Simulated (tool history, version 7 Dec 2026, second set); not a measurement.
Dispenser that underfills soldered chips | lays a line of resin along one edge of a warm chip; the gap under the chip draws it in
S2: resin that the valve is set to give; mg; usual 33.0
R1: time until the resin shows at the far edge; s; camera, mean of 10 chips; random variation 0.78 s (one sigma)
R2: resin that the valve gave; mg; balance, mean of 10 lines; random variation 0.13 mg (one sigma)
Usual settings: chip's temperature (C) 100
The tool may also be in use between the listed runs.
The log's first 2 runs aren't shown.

Run 3, hour 7.3: usual settings. Result: R1 97.4 s, R2 31.83 mg.
Run 4, hour 10.0: usual settings but S2 33.2 mg. Result: R1 111.5 s, R2 31.57 mg.
At hour 10.8: new syringe of resin.
Run 5, hour 12.8: usual settings but chip's temperature (C) 103, S2 33.2 mg. Result: R1 70.5 s, R2 31.82 mg.
Run 6, hour 17.2: usual settings but chip's temperature (C) 103, S2 33.2 mg. Result: R1 88.7 s, R2 31.63 mg.
At hour 19.5: new syringe of resin.
Run 7, hour 21.6: usual settings but chip's temperature (C) 103, S2 33.2 mg. Result: R1 70.5 s, R2 31.63 mg.
Run 8, hour 25.9: usual settings but chip's temperature (C) 103, S2 33.2 mg. Result: R1 88.4 s, R2 31.20 mg.
At hour 28.1: new syringe of resin.
Run 9, hour 30.3: usual settings but chip's temperature (C) 103, S2 33.2 mg. Result: R1 71.4 s, R2 31.17 mg.
Run 10, hour 33.4: usual settings but chip's temperature (C) 103, S2 33.2 mg. Result: R1 83.5 s, R2 31.35 mg.
Run 11, hour 35.8: usual settings but S2 30.2 mg. Result: R1 109.6 s, R2 28.31 mg.
At hour 36.8: new syringe of resin.
Run 12, hour 41.6: usual settings but S2 30.2 mg. Result: R1 94.6 s, R2 28.04 mg.
At hour 45.6: new syringe of resin.
Run 13, hour 46.6: usual settings but S2 30.2 mg. Result: R1 79.2 s, R2 28.21 mg.
Run 14, hour 51.9: usual settings but S2 30.2 mg. Result: R1 103.6 s, R2 27.86 mg.
At hour 53.6: dispensing valve cleaned and set on the balance.
At hour 55.5: new syringe of resin.
Run 15, hour 55.7: usual settings but S2 30.2 mg. Result: R1 75.0 s, R2 30.02 mg.
Run 16, hour 60.2: usual settings but S2 33.7 mg. Result: R1 92.5 s, R2 33.48 mg.
At hour 64.1: new syringe of resin.
Run 17, hour 64.9: usual settings but S2 33.7 mg. Result: R1 73.6 s, R2 33.14 mg.
Run 18, hour 69.9: usual settings. Result: R1 97.9 s, R2 32.72 mg.
At hour 72.6: new syringe of resin.
Run 19, hour 73.8: usual settings. Result: R1 73.9 s, R2 32.49 mg.
Run 20, hour 77.9: usual settings but S2 35.5 mg. Result: R1 92.2 s, R2 34.79 mg.
Run 21, hour 80.3: usual settings but S2 35.5 mg. Result: R1 106.6 s, R2 35.03 mg.
At hour 81.2: new syringe of resin.
Run 22, hour 84.8: usual settings but chip's temperature (C) 95, S2 41.1 mg. Result: R1 105.7 s, R2 40.45 mg.
Run 23, hour 88.6: usual settings but chip's temperature (C) 109, S2 40.0 mg. Result: R1 69.5 s, R2 39.15 mg.
At hour 89.9: new syringe of resin.
Run 24, hour 91.6: usual settings but chip's temperature (C) 109, S2 40.0 mg. Result: R1 50.9 s, R2 39.03 mg.
Run 25, hour 96.7: usual settings but S2 40.1 mg. Result: R1 101.4 s, R2 38.86 mg.

Forecast run 26:
At hour 98.5: new syringe of resin.
Run 26, hour 101.9: usual settings but chip's temperature (C) 95, S2 38.4 mg. Result: R1 ?, R2 ?.

{"run 26": {"R1": 103.6, "R2": 37.13}}
Without the tool's hidden state the same run would have given R1 88.2 s, R2 38.35 mg.
